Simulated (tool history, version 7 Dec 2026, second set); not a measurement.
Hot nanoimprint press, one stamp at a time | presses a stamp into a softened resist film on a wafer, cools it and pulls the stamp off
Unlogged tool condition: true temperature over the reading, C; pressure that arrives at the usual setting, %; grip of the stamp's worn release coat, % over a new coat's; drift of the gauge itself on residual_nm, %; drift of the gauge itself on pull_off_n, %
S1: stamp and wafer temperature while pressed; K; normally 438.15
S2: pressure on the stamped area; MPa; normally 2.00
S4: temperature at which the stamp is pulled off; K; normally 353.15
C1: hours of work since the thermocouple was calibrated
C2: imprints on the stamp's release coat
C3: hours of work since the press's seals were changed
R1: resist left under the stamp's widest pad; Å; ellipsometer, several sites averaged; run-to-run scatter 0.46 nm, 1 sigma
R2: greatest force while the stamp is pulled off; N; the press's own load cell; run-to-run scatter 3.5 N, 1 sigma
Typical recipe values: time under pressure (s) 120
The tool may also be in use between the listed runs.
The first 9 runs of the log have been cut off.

{"run": 10, "hour": 65.1, "S1": 438.15, "S2": 1.43, "time under pressure (s)": 120, "S4": 353.15, "C1": 107, "C2": 1999, "C3": 268, "R1": 4546, "R2": 235}
{"run": 11, "hour": 74.6, "S1": 438.15, "S2": 1.43, "time under pressure (s)": 120, "S4": 344.15, "C1": 113, "C2": 2021, "C3": 273, "R1": 4555, "R2": 278}
{"run": 12, "hour": 84.1, "S1": 438.15, "S2": 1.43, "time under pressure (s)": 120, "S4": 344.15, "C1": 119, "C2": 2042, "C3": 279, "R1": 4548, "R2": 270}
{"run": 13, "hour": 89.9, "S1": 438.15, "S2": 1.43, "time under pressure (s)": 120, "S4": 344.15, "C1": 122, "C2": 2056, "C3": 283, "R1": 4543, "R2": 267}
{"run": 14, "hour": 96.7, "S1": 438.15, "S2": 1.43, "time under pressure (s)": 120, "S4": 344.15, "C1": 126, "C2": 2071, "C3": 287, "R1": 4551, "R2": 267}
{"run": 15, "hour": 107.3, "S1": 438.15, "S2": 1.92, "time under pressure (s)": 120, "S4": 344.15, "C1": 133, "C2": 2096, "C3": 293, "R1": 4147, "R2": 272}
{"run": 16, "hour": 116.7, "S1": 438.15, "S2": 1.92, "time under pressure (s)": 120, "S4": 344.15, "C1": 138, "C2": 2118, "C3": 299, "R1": 4143, "R2": 265}
{"run": 17, "hour": 125.6, "S1": 438.15, "S2": 1.52, "time under pressure (s)": 213, "S4": 353.15, "C1": 144, "C2": 2138, "C3": 304, "R1": 3715, "R2": 231}
{"run": 18, "hour": 135.4, "S1": 436.15, "S2": 1.52, "time under pressure (s)": 213, "S4": 348.15, "C1": 150, "C2": 2161, "C3": 310, "R1": 3966, "R2": 255}
{"run": 19, "hour": 141.3, "S1": 439.15, "S2": 1.78, "time under pressure (s)": 205, "S4": 352.15, "C1": 153, "C2": 2174, "C3": 314, "R1": 3425, "R2": 235}
{"run": 20, "hour": 151.5, "S1": 446.15, "S2": 1.58, "time under pressure (s)": 120, "S4": 353.15, "C1": 159, "C2": 2198, "C3": 320, "R1": 3464, "R2": 231}

Run 21 comes next. What will it give?
{"hour": 166.4, "done": "stamp cleaned and given a new release coat"}
{"run": 21, "hour": 166.4, "S1": 439.15, "S2": 2.0, "time under pressure (s)": 120, "S4": 342.15, "C1": 165, "C2": 0, "C3": 325, "R1": "?", "R2": "?"}

Run 21 yielded R1 3968 Å, R2 204 N.
Without the tool's hidden state the same run would have given R1 3974 Å, R2 206 N.
